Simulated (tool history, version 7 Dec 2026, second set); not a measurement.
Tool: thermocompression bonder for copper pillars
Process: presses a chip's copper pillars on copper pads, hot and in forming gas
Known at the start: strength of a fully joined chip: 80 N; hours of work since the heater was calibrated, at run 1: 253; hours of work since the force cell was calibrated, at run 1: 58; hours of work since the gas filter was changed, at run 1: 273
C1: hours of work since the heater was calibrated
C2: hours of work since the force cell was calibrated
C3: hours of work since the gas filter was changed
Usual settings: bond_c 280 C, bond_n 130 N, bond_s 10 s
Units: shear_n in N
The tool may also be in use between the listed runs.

Run 1, hour 0.0: usual settings; C1 253; C2 58; C3 273. Result: shear_n 56.2 N.
Run 2, hour 14.5: usual settings; C1 262; C2 67; C3 282. Result: shear_n 57.5 N.
Run 3, hour 32.2: usual settings; C1 273; C2 78; C3 293. Result: shear_n 56.8 N.
Run 4, hour 48.6: usual settings; C1 283; C2 88; C3 303. Result: shear_n 56.2 N.
Run 5, hour 67.3: usual settings; C1 294; C2 99; C3 315. Result: shear_n 56.3 N.
Run 6, hour 84.5: usual settings; C1 305; C2 110; C3 325. Result: shear_n 56.3 N.
Run 7, hour 98.4: usual settings but bond_s 26 s; C1 313; C2 118; C3 334. Result: shear_n 68.6 N.
Run 8, hour 121.8: usual settings but bond_s 26 s; C1 328; C2 133; C3 348. Result: shear_n 69.0 N.
Run 9, hour 146.2: usual settings but bond_s 26 s; C1 343; C2 148; C3 363. Result: shear_n 69.1 N.
Run 10, hour 165.2: usual settings but bond_s 26 s; C1 354; C2 159; C3 375. Result: shear_n 68.1 N.

The next listed run, before its measurement:
Run 11, hour 179.3: usual settings but bond_s 17 s; C1 363; C2 168; C3 383. Result: shear_n ?.

shear_n: 63.6 N
Without the tool's hidden state the same run would have given shear_n 63.7 N.
